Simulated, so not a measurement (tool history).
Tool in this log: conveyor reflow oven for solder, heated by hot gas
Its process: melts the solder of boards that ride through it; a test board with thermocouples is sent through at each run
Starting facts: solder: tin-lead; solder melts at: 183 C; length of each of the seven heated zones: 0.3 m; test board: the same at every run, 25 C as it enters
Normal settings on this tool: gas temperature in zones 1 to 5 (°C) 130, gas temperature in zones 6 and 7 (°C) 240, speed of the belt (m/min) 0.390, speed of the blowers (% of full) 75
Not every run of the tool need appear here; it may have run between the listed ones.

run,hour,gas temperature in zones 1 to 5 (°C),gas temperature in zones 6 and 7 (°C),speed of the belt (m/min),speed of the blowers (% of full),highest temperature of the board (°C),time above the solder's melting point (s)
1,0.0,130,240,0.390,75,229.1,76.96
2,18.5,130,240,0.390,75,229.2,76.99
3,39.2,130,240,0.390,75,229.0,77.11
4,53.3,130,240,0.390,75,229.2,77.00
5,69.5,130,240,0.346,75,232.4,89.68
6,88.3,130,240,0.390,75,229.0,77.00
7,112.1,126,240,0.390,75,228.8,75.41
8,135.7,130,240,0.365,75,230.7,83.83
9,157.2,130,240,0.365,75,230.6,83.60
10,171.4,130,240,0.365,75,230.9,84.00
# hour 203.3: flux residue cleaned out of gas plates and filters
11,203.3,130,240,0.390,75,228.9,77.13
12,224.1,130,240,0.390,75,229.0,77.09
13,250.3,130,240,0.390,75,229.0,77.12
14,272.3,130,229,0.390,75,218.6,69.66
15,292.8,131,240,0.390,75,229.3,77.42
16,318.5,130,240,0.438,75,225.6,65.94
17,344.1,130,240,0.438,75,225.5,65.93
18,360.1,122,240,0.438,75,224.9,62.66
19,374.9,122,240,0.438,75,225.0,62.68
20,397.0,124,240,0.374,71,229.2,78.38
21,423.4,139,241,0.390,59,228.9,79.70
22,446.9,139,241,0.390,59,229.0,79.69
23,473.4,139,241,0.390,59,228.9,79.62
24,498.2,130,240,0.452,82,225.8,63.90
25,514.2,130,240,0.452,82,225.7,63.80
26,533.9,130,246,0.390,77,234.8,80.30

Branching from run 26: 4 alternative next runs. What would each branch give?
A,556.3,130,239,0.390,77,?,?
B,556.3,135,245,0.445,75,?,?
C,556.3,130,246,0.310,77,?,?
D,556.3,139,232,0.391,75,?,?

run,highest temperature of the board (°C),time above the solder's melting point (s)
A,228.8,76.49
B,230.8,69.33
C,239.8,105.56
D,222.4,75.62
The same runs, with their run-to-run variation unchanged, on a tool lacking any hidden condition would have given:
run,highest temperature of the board (°C),time above the solder's melting point (s)
A,228.9,76.48
B,230.8,69.33
C,239.8,105.54
D,222.4,75.62
